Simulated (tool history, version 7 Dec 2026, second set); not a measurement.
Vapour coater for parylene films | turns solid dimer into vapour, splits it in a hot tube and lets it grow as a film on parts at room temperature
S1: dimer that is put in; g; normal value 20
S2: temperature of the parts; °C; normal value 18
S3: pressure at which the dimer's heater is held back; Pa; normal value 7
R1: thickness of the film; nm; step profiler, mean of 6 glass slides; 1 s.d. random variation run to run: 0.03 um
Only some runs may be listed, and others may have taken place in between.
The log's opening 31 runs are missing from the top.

{"run": 32, "hour": 382.6, "S1": 20, "S2": 23, "S3": 2.16, "R1": 4670}
{"run": 33, "hour": 396.0, "S1": 20, "S2": 23, "S3": 2.16, "R1": 4610}
{"run": 34, "hour": 405.8, "S1": 20, "S2": 23, "S3": 2.16, "R1": 4630}
{"run": 35, "hour": 414.3, "S1": 20, "S2": 18, "S3": 7, "R1": 4370}
{"run": 36, "hour": 423.0, "S1": 20, "S2": 25, "S3": 11.33, "R1": 2990}
{"run": 37, "hour": 437.7, "S1": 31, "S2": 25, "S3": 8.83, "R1": 4880}
{"run": 38, "hour": 446.5, "S1": 31, "S2": 25, "S3": 8.83, "R1": 4790}
{"run": 39, "hour": 460.2, "S1": 31, "S2": 25, "S3": 8.83, "R1": 4770}
{"run": 40, "hour": 474.2, "S1": 31, "S2": 25, "S3": 8.83, "R1": 4790}
{"run": 41, "hour": 487.2, "S1": 18, "S2": 10, "S3": 7.11, "R1": 5350}
{"run": 42, "hour": 502.0, "S1": 18, "S2": 10, "S3": 7.11, "R1": 5310}

Forecast run 43:
{"run": 43, "hour": 512.5, "S1": 9, "S2": 18, "S3": 3.45, "R1": "?"}

{"run 43": {"R1": 2300}}
On a tool with no hidden condition, and with the same random variation, this run would have come out at R1 2460 nm.
